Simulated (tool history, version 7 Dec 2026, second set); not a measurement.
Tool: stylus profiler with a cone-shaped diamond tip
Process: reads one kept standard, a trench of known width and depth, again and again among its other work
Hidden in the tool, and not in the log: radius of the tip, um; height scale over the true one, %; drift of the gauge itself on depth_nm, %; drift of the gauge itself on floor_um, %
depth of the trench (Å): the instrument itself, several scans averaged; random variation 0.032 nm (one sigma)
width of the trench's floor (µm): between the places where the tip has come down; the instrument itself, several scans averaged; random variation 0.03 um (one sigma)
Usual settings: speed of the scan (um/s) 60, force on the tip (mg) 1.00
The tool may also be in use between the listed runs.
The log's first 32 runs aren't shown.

run    hour  speed of the scan (um/s)  force on the tip (mg)  scans with this tip  hours of work since the height scale was calibrated  depth of the trench (Å)  width of the trench's floor (µm)
 33  1328.4                       142                   0.67                 5672                                                  155                   1005.2                             27.87
 34  1357.3                       142                   0.67                 5725                                                  166                   1005.4                             27.84
 35  1394.4                       142                   0.35                 5793                                                  181                   1004.3                             27.64
 36  1425.0                       142                   0.35                 5850                                                  193                   1003.6                             27.57
 37  1454.2                        90                   1.89                 5904                                                  205                   1010.9                             28.15
 38  1501.2                        25                   0.46                 5990                                                  224                   1004.5                             28.27
 39  1545.3                        52                   2.07                 6072                                                  242                   1010.3                             28.21
 40  1584.7                        52                   2.07                 6144                                                  257                   1011.4                             28.23
 41  1612.9                        52                   2.07                 6196                                                  269                   1010.6                             28.23
 42  1654.5                        33                   2.07                 6273                                                  285                   1011.1                             28.27
 43  1679.3                       128                   1.77                 6319                                                  295                   1010.5                             28.08
 44  1705.6                        60                   2.63                 6367                                                  306                   1012.3                             28.25
 45  1746.0                        45                   1.06                 6442                                                  322                   1007.5                             28.21
 46  1778.4                        87                   0.44                 6502                                                  335                   1004.8                             27.89

Forecast each of these 4 alternatives for the next run:
  A  1814.1                       208                   1.02                 6567                                                  349                        ?                                 ?
  B  1814.1                        77                   0.47                 6567                                                  349                        ?                                 ?
  C  1814.1                        57                   0.43                 6567                                                  349                        ?                                 ?
  D  1814.1                       194                   1.00                 6567                                                  349                        ?                                 ?

run  depth of the trench (Å)  width of the trench's floor (µm)
  A                   1006.9                             27.67
  B                   1005.0                             27.98
  C                   1004.7                             28.08
  D                   1007.2                             27.76
Without the tool's hidden state the same runs would have given:
run  depth of the trench (Å)  width of the trench's floor (µm)
  A                   1005.8                             27.93
  B                   1003.9                             28.25
  C                   1003.6                             28.35
  D                   1006.1                             28.03

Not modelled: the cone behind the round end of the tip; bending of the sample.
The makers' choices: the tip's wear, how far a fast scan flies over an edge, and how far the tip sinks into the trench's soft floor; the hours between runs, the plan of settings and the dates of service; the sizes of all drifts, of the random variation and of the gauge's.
